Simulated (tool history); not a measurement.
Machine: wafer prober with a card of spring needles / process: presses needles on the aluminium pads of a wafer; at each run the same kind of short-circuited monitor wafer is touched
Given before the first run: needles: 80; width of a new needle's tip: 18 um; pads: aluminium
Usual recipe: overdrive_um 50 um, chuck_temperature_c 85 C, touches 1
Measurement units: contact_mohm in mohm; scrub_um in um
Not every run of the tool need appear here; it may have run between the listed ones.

Run 1, day 0: usual settings. Result: contact_mohm 414 mohm, scrub_um 12.09 um.
At day 0.133: tips cleaned on abrasive film.
Run 2, day 1.8: usual settings. Result: contact_mohm 441 mohm, scrub_um 11.9 um.
At day 2.308: tips cleaned on abrasive film.
Run 3, day 3.062: usual settings. Result: contact_mohm 357 mohm, scrub_um 11.99 um.
At day 4.496: tips cleaned on abrasive film.
Run 4, day 4.746: usual settings. Result: contact_mohm 289 mohm, scrub_um 11.81 um.
Run 5, day 5.896: usual settings. Result: contact_mohm 397 mohm, scrub_um 11.89 um.
At day 6.638: tips cleaned on abrasive film.
Run 6, day 7.521: usual settings but overdrive_um 40 um. Result: contact_mohm 454 mohm, scrub_um 9.37 um.
At day 8.888: tips cleaned on abrasive film.
Run 7, day 8.888: usual settings but overdrive_um 40 um. Result: contact_mohm 251 mohm, scrub_um 9.34 um.
At day 9.067: height of the first contact set anew.
Run 8, day 10.333: usual settings but overdrive_um 40 um. Result: contact_mohm 467 mohm, scrub_um 9.78 um.
At day 11.062: tips cleaned on abrasive film.
Run 9, day 11.592: usual settings but overdrive_um 40 um. Result: contact_mohm 374 mohm, scrub_um 9.8 um.
At day 11.704: tips cleaned on abrasive film, once more.
Run 10, day 13.121: usual settings. Result: contact_mohm 386 mohm, scrub_um 12.25 um.
At day 14.017: tips cleaned on abrasive film.
Run 11, day 14.5: usual settings. Result: contact_mohm 326 mohm, scrub_um 12.08 um.
Run 12, day 15.696: usual settings. Result: contact_mohm 402 mohm, scrub_um 12.08 um.
At day 16.225: tips cleaned on abrasive film.
Run 13, day 17.012: usual settings. Result: contact_mohm 347 mohm, scrub_um 12.15 um.
At day 18.433: tips cleaned on abrasive film.
Run 14, day 18.883: usual settings. Result: contact_mohm 321 mohm, scrub_um 12.15 um.
Run 15, day 19.804: usual settings. Result: contact_mohm 390 mohm, scrub_um 12.14 um.
At day 20.612: tips cleaned on abrasive film.
Run 16, day 21.738: usual settings. Result: contact_mohm 385 mohm, scrub_um 12.08 um.
Run 17, day 22.733: usual settings. Result: contact_mohm 413 mohm, scrub_um 12.03 um.
At day 22.854: tips cleaned on abrasive film.
Run 18, day 24.246: usual settings. Result: contact_mohm 388 mohm, scrub_um 12.07 um.
At day 25.088: tips cleaned on abrasive film.
Run 19, day 26.275: usual settings but overdrive_um 32 um, touches 2. Result: contact_mohm 440 mohm, scrub_um 7.62 um.
At day 27.346: tips cleaned on abrasive film.
Run 20, day 27.538: usual settings but overdrive_um 65 um, chuck_temperature_c 51 C. Result: contact_mohm 251 mohm, scrub_um 15.72 um.
At day 29.488: tips cleaned on abrasive film.
Run 21, day 29.633: usual settings but overdrive_um 65 um, chuck_temperature_c 50 C. Result: contact_mohm 254 mohm, scrub_um 15.7 um.
Run 22, day 30.938: usual settings but overdrive_um 49 um, chuck_temperature_c 40 C, touches 2. Result: contact_mohm 331 mohm, scrub_um 11.76 um.
At day 31.692: tips cleaned on abrasive film.
Run 23, day 32.296: usual settings but overdrive_um 69 um, chuck_temperature_c 33 C. Result: contact_mohm 278 mohm, scrub_um 16.65 um.
Run 24, day 33.462: usual settings but overdrive_um 69 um, chuck_temperature_c 33 C. Result: contact_mohm 327 mohm, scrub_um 16.74 um.
At day 33.946: tips cleaned on abrasive film.
Run 25, day 34.85: usual settings but overdrive_um 65 um, chuck_temperature_c 41 C. Result: contact_mohm 310 mohm, scrub_um 15.67 um.

What will run 26 give?
At day 36.108: tips cleaned on abrasive film.
Run 26, day 36.138: usual settings but overdrive_um 65 um, chuck_temperature_c 41 C. Result: contact_mohm ?, scrub_um ?.

For run 26 the tool returned contact_mohm 241 mohm, scrub_um 15.59 um.
Minus the tool's unlogged condition, the same run would have read contact_mohm 223 mohm, scrub_um 15.87 um.
